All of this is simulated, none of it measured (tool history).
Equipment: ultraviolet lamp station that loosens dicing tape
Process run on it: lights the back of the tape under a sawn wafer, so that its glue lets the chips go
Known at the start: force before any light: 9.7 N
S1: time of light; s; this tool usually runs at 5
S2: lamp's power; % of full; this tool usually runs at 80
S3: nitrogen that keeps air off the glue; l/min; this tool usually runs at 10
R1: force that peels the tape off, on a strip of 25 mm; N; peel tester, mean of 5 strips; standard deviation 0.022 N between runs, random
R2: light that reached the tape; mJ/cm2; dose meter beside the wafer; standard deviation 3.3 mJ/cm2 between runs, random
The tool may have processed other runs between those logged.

run,hour,S1,S2,S3,R1,R2
1,0,5,80,10,2.072,361
2,36.6,5,80,10,2.118,365
3,113.3,3,80,10,3.935,209
# hour 136.4: window cleaned of glue's vapour
4,184.2,3,80,10,3.649,232
5,259.7,3,80,10,3.774,217
6,306.9,3,73,10,4.216,200
# hour 369: lamp changed
7,377.7,7,73,18,0.392,635
8,443.1,8,74,9,0.573,725
9,503.8,5,80,3,2.766,480
10,564.8,9,61,4,1.578,644

Selected run-to-run steps in R1, each split into two signed amounts: the part the tool would show with no hidden state at all (from settings, incoming material and random variation), and the remainder, which goes to the hidden state together with any gauge scatter not common to the measured and the hidden-state-free results:
Hidden state at play: lamp's light, % of a new lamp's; light that the window lets through, % of a clean one's; drift of the gauge itself on peel_n, %; drift of the gauge itself on dose_mj_cm2, %.
Run 6 -> 7: S1 3 -> 7, S3 10 -> 18, lamp changed. R1 -3.824 N: hidden state -1.3, all else -2.524.

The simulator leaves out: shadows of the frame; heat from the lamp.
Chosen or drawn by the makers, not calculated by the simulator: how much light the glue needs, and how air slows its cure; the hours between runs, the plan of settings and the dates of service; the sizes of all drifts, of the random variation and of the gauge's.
